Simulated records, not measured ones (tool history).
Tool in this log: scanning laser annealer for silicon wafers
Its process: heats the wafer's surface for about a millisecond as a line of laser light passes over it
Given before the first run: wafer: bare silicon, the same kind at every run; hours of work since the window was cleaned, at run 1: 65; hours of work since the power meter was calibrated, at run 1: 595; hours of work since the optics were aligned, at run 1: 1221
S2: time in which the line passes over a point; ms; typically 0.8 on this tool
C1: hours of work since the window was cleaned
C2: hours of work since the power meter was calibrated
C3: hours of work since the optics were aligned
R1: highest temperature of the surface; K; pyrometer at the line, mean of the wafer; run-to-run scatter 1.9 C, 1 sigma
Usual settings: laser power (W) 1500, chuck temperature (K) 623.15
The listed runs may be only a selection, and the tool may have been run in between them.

{"run": 1, "day": 0.0, "laser power (W)": 1500, "S2": 0.8, "chuck temperature (K)": 623.15, "C1": 65, "C2": 595, "C3": 1221, "R1": 1375.15}
{"run": 2, "day": 1.546, "laser power (W)": 1500, "S2": 0.779, "chuck temperature (K)": 623.15, "C1": 90, "C2": 621, "C3": 1246, "R1": 1363.15}
{"run": 3, "day": 3.379, "laser power (W)": 1500, "S2": 0.779, "chuck temperature (K)": 623.15, "C1": 121, "C2": 651, "C3": 1277, "R1": 1357.15}
{"run": 4, "day": 4.542, "laser power (W)": 1500, "S2": 0.628, "chuck temperature (K)": 623.15, "C1": 140, "C2": 670, "C3": 1296, "R1": 1289.15}
{"run": 5, "day": 5.571, "laser power (W)": 1500, "S2": 0.8, "chuck temperature (K)": 654.15, "C1": 157, "C2": 687, "C3": 1313, "R1": 1394.15}
{"run": 6, "day": 6.825, "laser power (W)": 1500, "S2": 0.8, "chuck temperature (K)": 654.15, "C1": 178, "C2": 708, "C3": 1334, "R1": 1390.15}
{"run": 7, "day": 8.729, "laser power (W)": 1416, "S2": 0.8, "chuck temperature (K)": 630.15, "C1": 209, "C2": 740, "C3": 1366, "R1": 1326.15}
{"run": 8, "day": 9.896, "laser power (W)": 1528, "S2": 0.748, "chuck temperature (K)": 623.15, "C1": 229, "C2": 759, "C3": 1385, "R1": 1345.15}
{"run": 9, "day": 10.85, "laser power (W)": 1528, "S2": 0.748, "chuck temperature (K)": 623.15, "C1": 245, "C2": 775, "C3": 1401, "R1": 1345.15}
{"run": 10, "day": 12.238, "laser power (W)": 1528, "S2": 0.748, "chuck temperature (K)": 623.15, "C1": 268, "C2": 798, "C3": 1424, "R1": 1345.15}

Selected run-to-run steps in R1, each split into two signed amounts: the part the tool would show with no hidden state at all (from settings, incoming material and random variation), and the remainder, which goes to the hidden state together with any gauge scatter not common to the measured and the hidden-state-free results:
Hidden conditions of the tool in this case: light that passes the window, % of a clean one's; laser's true power over the reading, %; width of the line over the set one, %; drift of the gauge itself on peak_c, C.
Run 4 -> 5: S2 0.628 -> 0.8, chuck temperature (K) 623.15 -> 654.15. R1 +105 K: hidden state -4, all else +109.
